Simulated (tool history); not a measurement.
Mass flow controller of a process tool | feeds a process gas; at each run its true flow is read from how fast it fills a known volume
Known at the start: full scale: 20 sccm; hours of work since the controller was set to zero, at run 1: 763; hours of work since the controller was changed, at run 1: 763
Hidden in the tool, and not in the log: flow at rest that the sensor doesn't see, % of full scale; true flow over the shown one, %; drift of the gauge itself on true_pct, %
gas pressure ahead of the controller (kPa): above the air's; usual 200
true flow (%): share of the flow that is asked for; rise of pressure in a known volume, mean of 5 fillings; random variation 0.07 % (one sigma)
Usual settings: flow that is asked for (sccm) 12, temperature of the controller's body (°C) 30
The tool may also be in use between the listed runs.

run,hour,flow that is asked for (sccm),gas pressure ahead of the controller (kPa),temperature of the controller's body (°C),hours of work since the controller was set to zero,hours of work since the controller was changed,true flow (%)
1,0.0,12,200,30,763,763,98.64
2,148.5,12,200,30,876,876,98.65
3,276.5,12,200,30,973,973,98.78
4,418.9,12,172,30,1081,1081,98.96
5,494.5,12,172,30,1138,1138,99.01
6,604.1,12,200,30,1221,1221,98.92
7,755.5,12,200,30,1336,1336,98.88
8,904.5,6,204,29,1449,1449,98.33
9,989.0,17,143,34,1513,1513,99.67
10,1130.4,17,143,34,1620,1620,99.78
11,1207.8,14,200,30,1679,1679,99.37
12,1349.1,11,195,30,1786,1786,99.23
13,1514.3,2,157,30,1912,1912,98.40
14,1626.2,2,157,30,1997,1997,98.51

Forecast each of these 4 alternatives for the next run:
A,1702.4,6,154,23,2054,2054,?
B,1702.4,4,157,20,2054,2054,?
C,1702.4,3,157,21,2054,2054,?
D,1702.4,2,199,33,2054,2054,?

run,true flow (%)
A,99.63
B,99.56
C,99.43
D,97.91
Without the tool's hidden state the same runs would have given:
run,true flow (%)
A,99.00
B,98.93
C,98.80
D,97.29

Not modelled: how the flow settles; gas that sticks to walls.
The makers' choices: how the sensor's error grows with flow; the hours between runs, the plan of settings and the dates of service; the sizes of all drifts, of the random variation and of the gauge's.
